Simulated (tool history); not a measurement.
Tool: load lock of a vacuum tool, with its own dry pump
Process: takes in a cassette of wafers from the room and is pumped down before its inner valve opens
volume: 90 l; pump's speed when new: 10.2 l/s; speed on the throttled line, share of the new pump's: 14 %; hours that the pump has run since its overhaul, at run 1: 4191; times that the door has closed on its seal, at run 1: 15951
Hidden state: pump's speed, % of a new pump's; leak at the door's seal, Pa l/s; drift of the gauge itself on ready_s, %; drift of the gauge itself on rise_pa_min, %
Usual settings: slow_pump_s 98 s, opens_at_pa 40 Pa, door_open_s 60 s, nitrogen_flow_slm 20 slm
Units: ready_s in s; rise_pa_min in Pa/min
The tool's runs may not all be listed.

run,hour,slow_pump_s,opens_at_pa,door_open_s,nitrogen_flow_slm,hours that the pump has run since its overhaul,times that the door has closed on its seal,"incoming humidity of the room's air, %",ready_s,rise_pa_min
1,0.0,98,40,60,20,4191,15951,44.1,156.9,0.148
2,170.1,98,40,190,20,4361,16287,43.3,155.9,0.173
3,341.0,98,36,60,20,4532,16623,46.5,157.0,0.152
4,437.8,79,40,60,20,4629,16814,45.8,139.6,0.154
5,642.2,79,40,60,20,4833,17216,45.6,140.8,0.160
6,756.6,79,40,60,20,4947,17442,48.1,140.7,0.163
7,958.8,79,40,60,20,5150,17840,45.9,139.6,0.168
8,1146.0,86,40,60,20,5337,18209,42.6,145.2,0.165
9,1352.4,98,40,60,20,5543,18616,45.6,154.9,0.184
10,1468.8,98,40,60,20,5660,18845,44.4,153.8,0.187
11,1633.5,98,52,60,20,5824,19169,45.8,153.9,0.191
12,1829.1,98,31,60,20,6020,19555,43.4,159.3,0.188
13,1990.6,98,31,60,20,6181,19873,44.9,158.7,0.192
14,2150.4,98,31,60,20,6341,20188,44.3,158.0,0.193
15,2239.4,98,44,60,20,6430,20363,47.8,158.0,0.208
16,2419.1,70,40,60,20,6610,20717,47.2,132.3,0.218
17,2584.7,105,40,60,20,6776,21043,43.3,162.1,0.211
18,2757.7,105,40,60,20,6949,21384,45.8,162.1,0.214
# hour 2881.1: door's seal changed, seat wiped
19,2906.9,105,40,60,20,7096,51,43.3,161.6,0.027
20,2997.4,105,40,60,20,7187,229,42.5,161.8,0.027
21,3166.2,160,29,174,38,7355,562,48.0,212.1,0.047
22,3294.8,98,45,84,20,7484,815,44.1,156.9,0.036
23,3505.3,126,51,61,31,7695,1230,44.0,179.5,0.032
24,3625.1,126,33,61,31,7814,1466,43.3,184.4,0.025
25,3800.2,126,33,61,31,7989,1810,42.9,181.3,0.031
26,3969.6,126,33,61,31,8159,2144,45.5,182.0,0.036
27,4180.3,59,30,61,31,8370,2559,45.5,127.6,0.034
28,4311.6,98,50,123,6,8501,2818,50.7,157.6,0.075
29,4481.2,188,50,123,10,8670,3152,43.4,230.8,0.059
30,4573.0,188,50,123,10,8762,3333,39.8,232.9,0.062
31,4734.6,148,50,39,13,8924,3651,46.0,197.9,0.034
32,4920.7,98,40,30,20,9110,4018,45.5,160.3,0.037
33,5070.8,98,40,30,20,9260,4313,44.9,157.4,0.031
34,5179.4,98,29,30,20,9369,4527,42.5,161.7,0.042
35,5283.9,56,41,31,20,9473,4733,44.8,121.5,0.035
36,5472.1,102,47,99,25,9661,5104,47.2,160.9,0.057

How the hidden state differs across the entries between the runs, from the last listed run before each to the first after it:
Between runs 18 and 19: door's seal changed, seat wiped (hour 2881.1)
  pump's speed, % of a new pump's: 94.1 -> 94; leak at the door's seal, Pa l/s: 0.2854 -> 0.0032
  measured less the result without the state, ready_s: +3.3 -> +3.5 s; rise_pa_min: +0.188 -> +0.001 Pa/min

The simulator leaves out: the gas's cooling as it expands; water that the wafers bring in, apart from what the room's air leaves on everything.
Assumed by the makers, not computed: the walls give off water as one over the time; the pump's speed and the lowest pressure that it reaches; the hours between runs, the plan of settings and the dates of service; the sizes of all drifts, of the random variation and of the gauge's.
